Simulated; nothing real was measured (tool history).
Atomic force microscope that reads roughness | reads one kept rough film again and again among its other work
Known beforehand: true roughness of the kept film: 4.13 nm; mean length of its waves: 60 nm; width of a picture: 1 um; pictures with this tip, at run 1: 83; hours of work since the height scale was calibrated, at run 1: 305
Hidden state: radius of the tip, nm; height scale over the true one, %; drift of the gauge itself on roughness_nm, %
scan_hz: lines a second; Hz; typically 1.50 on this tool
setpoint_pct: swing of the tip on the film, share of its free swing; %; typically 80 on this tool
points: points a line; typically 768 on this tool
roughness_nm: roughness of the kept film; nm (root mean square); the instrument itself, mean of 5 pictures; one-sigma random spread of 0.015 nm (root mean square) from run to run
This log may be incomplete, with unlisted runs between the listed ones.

run	hour	scan_hz	setpoint_pct	points	pictures with this tip	hours of work since the height scale was calibrated	roughness_nm
1	0.0	1.50	80	768	83	305	3.308
2	13.7	1.50	80	578	104	313	3.273
3	31.0	1.50	80	578	131	322	3.179
4	47.9	1.50	80	768	157	332	3.122
# hour 58.7: new tip fitted
5	77.4	1.50	80	768	29	348	3.474
# hour 80.4: height scale calibrated on a step standard
6	93.0	1.50	63	768	52	7	3.643
7	110.3	1.50	63	768	79	17	3.540
8	126.8	1.50	84	768	104	26	3.187
# hour 143.5: height scale calibrated on a step standard, once more
9	156.8	1.50	84	768	149	7	3.080
# hour 172.7: new tip fitted
10	185.3	0.79	66	768	20	23	3.761
11	209.9	0.93	66	768	58	36	3.609
12	237.0	0.62	79	848	100	51	3.481
13	261.7	0.62	56	827	138	65	3.496
# hour 285.7: new tip fitted
14	291.2	2.19	80	491	8	81	3.365

Branching from run 14: 3 alternative next runs. What would each branch give?
A	309.6	1.57	84	533	37	91	?
B	309.6	0.91	80	260	37	91	?
C	309.6	1.01	67	490	37	91	?

run	roughness_nm
A	3.323
B	3.554
C	3.686
Stripped of hidden state, with their random variation kept, the same runs would have yielded:
run	roughness_nm
A	3.449
B	3.689
C	3.826

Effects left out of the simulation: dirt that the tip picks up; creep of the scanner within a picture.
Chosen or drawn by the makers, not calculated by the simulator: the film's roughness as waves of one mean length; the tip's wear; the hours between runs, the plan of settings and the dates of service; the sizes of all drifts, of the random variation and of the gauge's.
